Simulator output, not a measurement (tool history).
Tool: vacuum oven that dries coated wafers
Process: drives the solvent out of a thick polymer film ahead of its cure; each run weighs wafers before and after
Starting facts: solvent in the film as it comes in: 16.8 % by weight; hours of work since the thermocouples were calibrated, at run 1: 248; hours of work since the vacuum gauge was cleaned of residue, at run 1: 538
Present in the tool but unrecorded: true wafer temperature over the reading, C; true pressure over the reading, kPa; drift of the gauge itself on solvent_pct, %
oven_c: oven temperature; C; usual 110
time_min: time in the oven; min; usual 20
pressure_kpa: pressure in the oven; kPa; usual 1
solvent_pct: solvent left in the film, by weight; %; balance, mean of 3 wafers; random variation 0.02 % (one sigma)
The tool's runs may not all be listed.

| run | hour | oven_c | time_min | pressure_kpa | hours of work since the thermocouples were calibrated | hours of work since the vacuum gauge was cleaned of residue | solvent_pct |
|---|---|---|---|---|---|---|---|
| 1 | 0 | 110 | 20 | 1 | 248 | 538 | 3.9 |
| 2 | 36.4 | 110 | 20 | 1 | 263 | 553 | 3.89 |
| 3 | 90 | 110 | 20 | 1 | 286 | 576 | 3.84 |
| 4 | 150 | 110 | 20 | 1 | 312 | 601 | 3.89 |
| 5 | 215.9 | 110 | 20 | 1 | 340 | 629 | 3.87 |
| 6 | 259.4 | 110 | 20 | 1 | 358 | 648 | 3.87 |
| 7 | 316.6 | 110 | 20 | 1 | 382 | 672 | 3.88 |
| 8 | 373.3 | 110 | 20 | 1 | 406 | 696 | 3.94 |
| 9 | 405.5 | 110 | 12 | 1 | 420 | 710 | 6.2 |
| 10 | 454.9 | 110 | 13 | 1 | 441 | 731 | 5.83 |
| 11 | 509 | 110 | 13 | 1 | 464 | 754 | 5.8 |
| 12 | 541.8 | 110 | 13 | 1 | 478 | 767 | 5.78 |
| 13 | 595 | 110 | 13 | 1 | 500 | 790 | 5.83 |
| 14 | 623.1 | 110 | 25 | 1 | 512 | 802 | 3.1 |
| 15 | 651.5 | 110 | 10 | 1 | 524 | 814 | 7 |
| 16 | 701.8 | 110 | 10 | 1 | 545 | 835 | 7.06 |
| 17 | 765.6 | 110 | 20 | 1 | 573 | 862 | 3.95 |
| 18 | 808.1 | 102 | 20 | 1 | 591 | 880 | 5.71 |
| 19 | 872.6 | 115 | 20 | 1 | 618 | 908 | 3 |
| 20 | 918.8 | 110 | 20 | 1 | 637 | 927 | 3.96 |
| 21 | 949 | 110 | 20 | 1 | 650 | 940 | 3.93 |
| 22 | 1004.9 | 110 | 20 | 1 | 674 | 964 | 3.99 |
|  | 1009.4 | vacuum gauge cleaned of residue and calibrated |
| 23 | 1040.4 | 110 | 20 | 1 | 688 | 13 | 4.1 |
| 24 | 1092.7 | 111 | 23 | 0.73 | 711 | 35 | 3.17 |
| 25 | 1146 | 120 | 11 | 2.42 | 733 | 58 | 5.43 |
| 26 | 1197.5 | 110 | 20 | 1.06 | 755 | 80 | 4.14 |
| 27 | 1233 | 113 | 20 | 0.68 | 770 | 95 | 3.25 |
| 28 | 1267.5 | 123 | 25 | 0.65 | 785 | 109 | 1.33 |
| 29 | 1329.7 | 123 | 25 | 0.6 | 811 | 136 | 1.27 |
|  | 1387.3 | vacuum gauge cleaned of residue and calibrated, once more |
| 30 | 1391.9 | 123 | 25 | 0.6 | 837 | 2 | 0.85 |
| 31 | 1445.9 | 111 | 25 | 0.6 | 860 | 25 | 2.18 |
| 32 | 1498.1 | 110 | 20 | 0.73 | 882 | 47 | 3.3 |
| 33 | 1535.4 | 110 | 20 | 0.73 | 898 | 63 | 3.35 |
| 34 | 1578.2 | 110 | 20 | 0.73 | 916 | 81 | 3.37 |
| 35 | 1631.2 | 108 | 20 | 3.32 | 938 | 103 | 6.12 |
| 36 | 1683.1 | 108 | 20 | 3.32 | 960 | 125 | 6.17 |
| 37 | 1738.9 | 108 | 20 | 3.32 | 984 | 149 | 6.1 |
|  | 1751.5 | oven's thermocouples calibrated |
| 38 | 1775 | 110 | 20 | 0.53 | 10 | 163 | 3.29 |
| 39 | 1840.2 | 100 | 14 | 2.73 | 38 | 191 | 9.11 |
| 40 | 1883.5 | 119 | 14 | 1.41 | 56 | 209 | 3.72 |
| 41 | 1918.8 | 122 | 20 | 1 | 71 | 224 | 1.76 |
| 42 | 1970.5 | 122 | 20 | 1 | 93 | 246 | 1.77 |
| 43 | 2022.1 | 112 | 12 | 1.36 | 115 | 268 | 5.83 |
| 44 | 2073.5 | 110 | 30 | 0.57 | 136 | 290 | 1.88 |
| 45 | 2112.3 | 110 | 30 | 0.57 | 153 | 306 | 1.9 |
| 46 | 2152.1 | 110 | 30 | 1.14 | 170 | 323 | 2.48 |

Forecast each of these 5 alternatives for the next run:
| A | 2195.8 | 110 | 16 | 1.14 | 188 | 342 | ? |
| B | 2195.8 | 96 | 30 | 1.04 | 188 | 342 | ? |
| C | 2195.8 | 98 | 30 | 2.78 | 188 | 342 | ? |
| D | 2195.8 | 113 | 14 | 2.42 | 188 | 342 | ? |
| E | 2195.8 | 110 | 20 | 1.11 | 188 | 342 | ? |

| run | solvent_pct |
|---|---|
| A | 4.76 |
| B | 5.2 |
| C | 6.96 |
| D | 5.7 |
| E | 3.84 |
Had the tool no hidden state, the same runs would have come out as:
| run | solvent_pct |
|---|---|
| A | 4.71 |
| B | 5.09 |
| C | 6.87 |
| D | 5.67 |
| E | 3.78 |
